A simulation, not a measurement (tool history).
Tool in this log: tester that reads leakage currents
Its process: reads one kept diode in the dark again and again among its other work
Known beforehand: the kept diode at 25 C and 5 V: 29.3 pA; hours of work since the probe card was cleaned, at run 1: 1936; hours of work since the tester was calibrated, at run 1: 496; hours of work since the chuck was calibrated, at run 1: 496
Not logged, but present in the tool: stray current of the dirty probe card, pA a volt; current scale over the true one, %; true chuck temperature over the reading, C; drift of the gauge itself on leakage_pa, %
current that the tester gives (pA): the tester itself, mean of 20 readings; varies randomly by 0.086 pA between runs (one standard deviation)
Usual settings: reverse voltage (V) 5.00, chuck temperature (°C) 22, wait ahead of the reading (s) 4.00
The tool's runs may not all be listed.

run     day  reverse voltage (V)  chuck temperature (°C)  wait ahead of the reading (s)  hours of work since the probe card was cleaned  hours of work since the tester was calibrated  hours of work since the chuck was calibrated  current that the tester gives (pA)
  1   0.000                 5.00                      22                           4.00                                            1936                                            496                                           496                               32.15
  2   3.479                 5.00                      22                           4.00                                            1994                                            554                                           554                               32.76
      5.329  -- probe card cleaned and baked
      9.258  -- chuck's temperature calibrated
  3  11.125                 5.00                      26                           4.00                                              95                                            678                                            31                               43.28
  4  18.017                 5.00                      26                           4.00                                             209                                            792                                           145                               44.17
  5  24.029                 5.00                      26                           4.00                                             309                                            892                                           245                               45.09
  6  27.604                 5.00                      22                           4.00                                             368                                            951                                           305                               36.12
     32.908  -- probe card cleaned and baked, once more
  7  32.967                 5.00                      34                           4.00                                               1                                           1038                                           391                               64.40
  8  37.121                 5.00                      22                           3.34                                              70                                           1107                                           460                               24.83
  9  41.612                 5.00                      22                           6.16                                             145                                           1182                                           535                               25.23
     48.779  -- chuck's temperature calibrated
 10  48.779                 3.33                      34                           1.45                                             262                                           1299                                             0                               54.63
 11  52.062                10.10                      41                           4.00                                             317                                           1354                                            54                              139.22
 12  59.421                 3.35                      22                           0.41                                             439                                           1476                                           177                               24.09
 13  64.550                 1.44                      22                           4.72                                             524                                           1561                                           262                               16.02
 14  69.000                 9.94                      21                           4.72                                             598                                           1635                                           336                               33.37
 15  74.408                 3.09                      26                           4.48                                             688                                           1725                                           425                               30.84
 16  79.817                 7.29                      54                           4.00                                             777                                           1814                                           515                              333.02
 17  84.475                12.78                      26                           5.10                                             855                                           1892                                           593                               57.88
     88.279  -- chuck's temperature calibrated
 18  89.917                12.78                      26                           5.10                                             944                                           1981                                            27                               54.66

Alternative continuations, all from the tool just after run 18; predict every row:
  A  95.688                12.37                      22                           4.00                                            1039                                           2076                                           123                                   ?
  B  95.688                 5.00                      29                           3.07                                            1039                                           2076                                           123                                   ?
  C  95.688                14.04                      53                           8.58                                            1039                                           2076                                           123                                   ?

run  current that the tester gives (pA)
  A                               42.67
  B                               46.32
  C                              381.19
Stripped of hidden state, with their random variation kept, the same runs would have yielded:
run  current that the tester gives (pA)
  A                               32.59
  B                               41.52
  C                              362.42
